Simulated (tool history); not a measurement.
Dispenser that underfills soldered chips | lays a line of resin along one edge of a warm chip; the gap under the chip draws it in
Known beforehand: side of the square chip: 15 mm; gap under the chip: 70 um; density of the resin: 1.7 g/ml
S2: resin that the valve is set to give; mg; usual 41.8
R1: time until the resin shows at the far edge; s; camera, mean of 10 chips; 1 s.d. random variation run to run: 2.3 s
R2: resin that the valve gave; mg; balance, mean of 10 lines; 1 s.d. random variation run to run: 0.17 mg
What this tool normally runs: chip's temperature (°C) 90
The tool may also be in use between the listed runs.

run 1 day=0.000 | chip's_temperature_(°C)=90 S2=41.8 | R1=429.6 R2=41.48
run 2 day=0.275 | chip's_temperature_(°C)=90 S2=35.8 | R1=284.5 R2=35.75
run 3 day=0.396 | chip's_temperature_(°C)=90 S2=35.8 | R1=329.1 R2=35.44
run 4 day=0.696 | chip's_temperature_(°C)=90 S2=35.8 | R1=228.0 R2=35.55
run 5 day=0.933 | chip's_temperature_(°C)=90 S2=35.8 | R1=312.7 R2=35.18
run 6 day=1.175 | chip's_temperature_(°C)=90 S2=41.8 | R1=401.1 R2=41.07
run 7 day=1.317 | chip's_temperature_(°C)=90 S2=41.8 | R1=220.0 R2=40.85
run 8 day=1.442 | chip's_temperature_(°C)=86 S2=52.7 | R1=305.7 R2=51.66
run 9 day=1.658 | chip's_temperature_(°C)=102 S2=39.0 | R1=198.8 R2=37.91
run 10 day=1.912 | chip's_temperature_(°C)=75 S2=43.9 | R1=451.3 R2=42.48
run 11 day=2.104 | chip's_temperature_(°C)=75 S2=43.9 | R1=571.4 R2=42.51

Missing from the log above: 4 entries noted between runs. For each, name the pair of listed runs it sits between and say how the tool's hidden condition differs from the listed run just before to the listed run just after:
Runs 1 to 2: new syringe of resin (day 0.083)
  resin's viscosity, % of fresh resin's: 194.6 -> 125.5; dose that the valve gives, % of what is set: 99.76 -> 99.38; true chip temperature over the reading, C: 0.45 -> 0.46
  measured less the result without the state, R1: +204.3 -> +53.3 s; R2: -0.10 -> -0.22 mg
Runs 3 to 4: new syringe of resin (day 0.696)
  resin's viscosity, % of fresh resin's: 145.6 -> 101.5; dose that the valve gives, % of what is set: 99.19 -> 98.8; true chip temperature over the reading, C: 0.47 -> 0.48
  measured less the result without the state, R1: +98.6 -> -0.9 s; R2: -0.29 -> -0.43 mg
Runs 6 to 7: new syringe of resin (day 1.304)
  resin's viscosity, % of fresh resin's: 183 -> 100.6; dose that the valve gives, % of what is set: 98.09 -> 97.88; true chip temperature over the reading, C: 0.49 -> 0.5
  measured less the result without the state, R1: +177.6 -> -3.1 s; R2: -0.81 -> -0.88 mg
Runs 9 to 10: new syringe of resin (day 1.912)
  resin's viscosity, % of fresh resin's: 153 -> 101.7; dose that the valve gives, % of what is set: 97.38 -> 97.06; true chip temperature over the reading, C: 0.51 -> 0.52
  measured less the result without the state, R1: +66.9 -> -2.6 s; R2: -1.02 -> -1.28 mg
